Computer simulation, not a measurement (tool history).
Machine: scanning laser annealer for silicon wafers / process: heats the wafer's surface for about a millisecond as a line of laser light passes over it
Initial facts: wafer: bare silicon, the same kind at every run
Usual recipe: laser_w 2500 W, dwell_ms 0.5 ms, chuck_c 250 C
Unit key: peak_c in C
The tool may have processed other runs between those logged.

Run 1, hour 0: usual settings. Result: peak_c 955 C.
Run 2, hour 22.7: usual settings. Result: peak_c 953 C.
Run 3, hour 41.4: usual settings. Result: peak_c 953 C.
Run 4, hour 65.8: usual settings but dwell_ms 0.461 ms. Result: peak_c 922 C.
Run 5, hour 111.9: usual settings. Result: peak_c 949 C.
Run 6, hour 134.1: usual settings but chuck_c 236 C. Result: peak_c 939 C.
Run 7, hour 162.1: usual settings but chuck_c 236 C. Result: peak_c 937 C.
Run 8, hour 182.3: usual settings but chuck_c 236 C. Result: peak_c 936 C.
Run 9, hour 213.6: usual settings but chuck_c 244 C. Result: peak_c 944 C.
Run 10, hour 247.5: usual settings but chuck_c 244 C. Result: peak_c 943 C.
Run 11, hour 275.5: usual settings but chuck_c 244 C. Result: peak_c 939 C.
Run 12, hour 295.7: usual settings but dwell_ms 0.482 ms. Result: peak_c 932 C.
Run 13, hour 325.9: usual settings but laser_w 2157 W. Result: peak_c 830 C.
Run 14, hour 345.2: usual settings but laser_w 2157 W. Result: peak_c 828 C.
Run 15, hour 388.2: usual settings but laser_w 2157 W. Result: peak_c 825 C.
Run 16, hour 415.6: usual settings but dwell_ms 0.395 ms. Result: peak_c 858 C.
Run 17, hour 442.4: usual settings but dwell_ms 0.395 ms. Result: peak_c 858 C.
Run 18, hour 479.1: usual settings but laser_w 2739 W, dwell_ms 0.619 ms, chuck_c 230 C. Result: peak_c 1102 C.
Run 19, hour 506.3: usual settings but laser_w 2739 W, dwell_ms 0.441 ms, chuck_c 249 C. Result: peak_c 975 C.
Run 20, hour 528.9: usual settings but laser_w 2677 W, dwell_ms 0.392 ms. Result: peak_c 908 C.
Run 21, hour 566.8: usual settings but laser_w 2672 W, dwell_ms 0.551 ms, chuck_c 278 C. Result: peak_c 1070 C.
At hour 573.8: optics aligned, line set to its width.
Run 22, hour 593.9: usual settings but laser_w 2567 W, dwell_ms 0.412 ms, chuck_c 279 C. Result: peak_c 910 C.
At hour 624.1: window over the wafer cleaned.
Run 23, hour 632.9: usual settings but laser_w 2246 W, dwell_ms 0.453 ms, chuck_c 279 C. Result: peak_c 880 C.
Run 24, hour 665: usual settings but laser_w 2390 W, dwell_ms 0.59 ms, chuck_c 249 C. Result: peak_c 994 C.
Run 25, hour 694.6: usual settings but laser_w 2390 W, dwell_ms 0.59 ms, chuck_c 249 C. Result: peak_c 997 C.
At hour 710.4: optics aligned, line set to its width, once more.
Run 26, hour 733.3: usual settings but laser_w 2564 W, dwell_ms 0.48 ms, chuck_c 268 C. Result: peak_c 1016 C.
Run 27, hour 775.7: usual settings but chuck_c 263 C. Result: peak_c 1006 C.
Run 28, hour 797.6: usual settings but laser_w 2138 W, chuck_c 222 C. Result: peak_c 828 C.
Run 29, hour 828.8: usual settings but laser_w 2138 W, chuck_c 222 C. Result: peak_c 832 C.
Run 30, hour 861.1: usual settings but laser_w 2423 W, chuck_c 243 C. Result: peak_c 954 C.
Run 31, hour 905.8: usual settings but laser_w 2706 W, dwell_ms 0.391 ms, chuck_c 231 C. Result: peak_c 943 C.
Run 32, hour 935.7: usual settings but laser_w 2706 W, dwell_ms 0.391 ms, chuck_c 231 C. Result: peak_c 943 C.
Run 33, hour 957.4: usual settings but laser_w 2252 W, dwell_ms 0.439 ms. Result: peak_c 851 C.

What if the next run were any one of these 4? Each begins from the tool's condition after run 33:
Run A, hour 989.1: usual settings but laser_w 2281 W. Result: peak_c ?.
Run B, hour 989.1: usual settings but laser_w 2621 W, dwell_ms 0.482 ms. Result: peak_c ?.
Run C, hour 989.1: usual settings but laser_w 2731 W, dwell_ms 0.62 ms, chuck_c 271 C. Result: peak_c ?.
Run D, hour 989.1: usual settings but laser_w 2252 W, dwell_ms 0.49 ms, chuck_c 283 C. Result: peak_c ?.

run  peak_c
  A     904
  B    1014
  C    1199
  D     920
Without the tool's hidden state the same runs would have given:
run  peak_c
  A     908
  B    1019
  C    1204
  D     923
